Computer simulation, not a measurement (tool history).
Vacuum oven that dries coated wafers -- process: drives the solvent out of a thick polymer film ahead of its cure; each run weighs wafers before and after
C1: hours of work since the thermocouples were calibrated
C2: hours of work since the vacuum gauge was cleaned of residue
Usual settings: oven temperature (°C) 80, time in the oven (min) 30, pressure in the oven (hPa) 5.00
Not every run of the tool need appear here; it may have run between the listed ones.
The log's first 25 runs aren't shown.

{"run": 26, "hour": 650.4, "oven temperature (°C)": 77, "time in the oven (min)": 16, "pressure in the oven (hPa)": 3.41, "C1": 329, "C2": 147, "solvent left in the film (%)": 4.0}
{"run": 27, "hour": 673.9, "oven temperature (°C)": 77, "time in the oven (min)": 16, "pressure in the oven (hPa)": 3.41, "C1": 344, "C2": 162, "solvent left in the film (%)": 4.13}
{"run": 28, "hour": 706.8, "oven temperature (°C)": 85, "time in the oven (min)": 16, "pressure in the oven (hPa)": 3.41, "C1": 365, "C2": 183, "solvent left in the film (%)": 1.83}
{"run": 29, "hour": 744.1, "oven temperature (°C)": 82, "time in the oven (min)": 25, "pressure in the oven (hPa)": 5.0, "C1": 389, "C2": 207, "solvent left in the film (%)": 1.06}
{"run": 30, "hour": 781.2, "oven temperature (°C)": 82, "time in the oven (min)": 25, "pressure in the oven (hPa)": 5.0, "C1": 413, "C2": 231, "solvent left in the film (%)": 1.08}
{"run": 31, "hour": 803.1, "oven temperature (°C)": 75, "time in the oven (min)": 37, "pressure in the oven (hPa)": 17.01, "C1": 427, "C2": 245, "solvent left in the film (%)": 1.89}
{"run": 32, "hour": 819.0, "oven temperature (°C)": 75, "time in the oven (min)": 37, "pressure in the oven (hPa)": 17.01, "C1": 437, "C2": 256, "solvent left in the film (%)": 1.93}
{"run": 33, "hour": 837.5, "oven temperature (°C)": 75, "time in the oven (min)": 37, "pressure in the oven (hPa)": 17.01, "C1": 449, "C2": 268, "solvent left in the film (%)": 1.98}
{"run": 34, "hour": 857.7, "oven temperature (°C)": 75, "time in the oven (min)": 37, "pressure in the oven (hPa)": 17.01, "C1": 462, "C2": 281, "solvent left in the film (%)": 1.86}
{"run": 35, "hour": 893.4, "oven temperature (°C)": 75, "time in the oven (min)": 37, "pressure in the oven (hPa)": 17.01, "C1": 485, "C2": 304, "solvent left in the film (%)": 1.83}
{"run": 36, "hour": 914.7, "oven temperature (°C)": 75, "time in the oven (min)": 37, "pressure in the oven (hPa)": 17.01, "C1": 499, "C2": 317, "solvent left in the film (%)": 1.89}

Predict each of these 4 candidate next runs independently; none follows another, all start after run 36:
{"run": "A", "hour": 948.6, "oven temperature (°C)": 75, "time in the oven (min)": 43, "pressure in the oven (hPa)": 6.63, "C1": 521, "C2": 339, "solvent left in the film (%)": "?"}
{"run": "B", "hour": 948.6, "oven temperature (°C)": 71, "time in the oven (min)": 24, "pressure in the oven (hPa)": 16.54, "C1": 521, "C2": 339, "solvent left in the film (%)": "?"}
{"run": "C", "hour": 948.6, "oven temperature (°C)": 85, "time in the oven (min)": 23, "pressure in the oven (hPa)": 3.43, "C1": 521, "C2": 339, "solvent left in the film (%)": "?"}
{"run": "D", "hour": 948.6, "oven temperature (°C)": 90, "time in the oven (min)": 30, "pressure in the oven (hPa)": 4.5, "C1": 521, "C2": 339, "solvent left in the film (%)": "?"}

run=A solvent_left_in_the_film_(%)=0.96
run=B solvent_left_in_the_film_(%)=4.80
run=C solvent_left_in_the_film_(%)=0.70
run=D solvent_left_in_the_film_(%)=0.27
With the hidden condition removed and each run's random variation left untouched, the same runs would have given:
run=A solvent_left_in_the_film_(%)=0.83
run=B solvent_left_in_the_film_(%)=4.56
run=C solvent_left_in_the_film_(%)=0.60
run=D solvent_left_in_the_film_(%)=0.22
